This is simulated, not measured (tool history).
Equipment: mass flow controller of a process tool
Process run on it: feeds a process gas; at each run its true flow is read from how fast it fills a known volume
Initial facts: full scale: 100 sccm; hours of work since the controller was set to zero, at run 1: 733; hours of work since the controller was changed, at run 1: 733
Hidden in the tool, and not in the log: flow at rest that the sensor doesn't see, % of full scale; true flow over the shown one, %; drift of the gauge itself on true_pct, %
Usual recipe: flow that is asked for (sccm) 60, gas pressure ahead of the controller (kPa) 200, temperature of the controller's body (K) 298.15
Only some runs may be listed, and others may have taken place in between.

run,hour,flow that is asked for (sccm),gas pressure ahead of the controller (kPa),temperature of the controller's body (K),hours of work since the controller was set to zero,hours of work since the controller was changed,true flow (%)
1,0,60,200,298.15,733,733,99.32
2,69.5,60,200,298.15,764,764,99.2
3,128.6,60,200,299.15,790,790,99.23
4,206.9,60,200,301.15,825,825,98.98
5,313,60,200,298.15,872,872,99.3
6,363.7,60,200,298.15,895,895,99.44
7,450.6,60,200,298.15,933,933,99.36
8,550.8,60,200,298.15,978,978,99.5
9,633.3,60,200,298.15,1015,1015,99.56
10,688.5,54,238,301.15,1039,1039,99.24
11,780.4,60,141,304.15,1080,1080,98.75
12,869.7,60,200,300.15,1120,1120,99.23
13,929.6,60,188,300.15,1147,1147,99.33
14,1035.5,60,254,305.15,1194,1194,99.08
15,1126.9,60,254,305.15,1235,1235,99.16
16,1183.5,60,254,305.15,1260,1260,99.07
17,1276.5,40,254,305.15,1301,1301,98.82
18,1371.4,40,254,305.15,1344,1344,98.84

Selected run-to-run steps in true flow (%), each split into two signed amounts: the part the tool would show with no hidden state at all (from settings, incoming material and random variation), and the remainder, which goes to the hidden state together with any gauge scatter not common to the measured and the hidden-state-free results:
Run 10 -> 11: flow that is asked for (sccm) 54 -> 60, gas pressure ahead of the controller (kPa) 238 -> 141, temperature of the controller's body (K) 301.15 -> 304.15. true flow (%) -0.49: hidden state -0.01, all else -0.48.
Run 16 -> 17: flow that is asked for (sccm) 60 -> 40. true flow (%) -0.25: hidden state +0.16, all else -0.41.
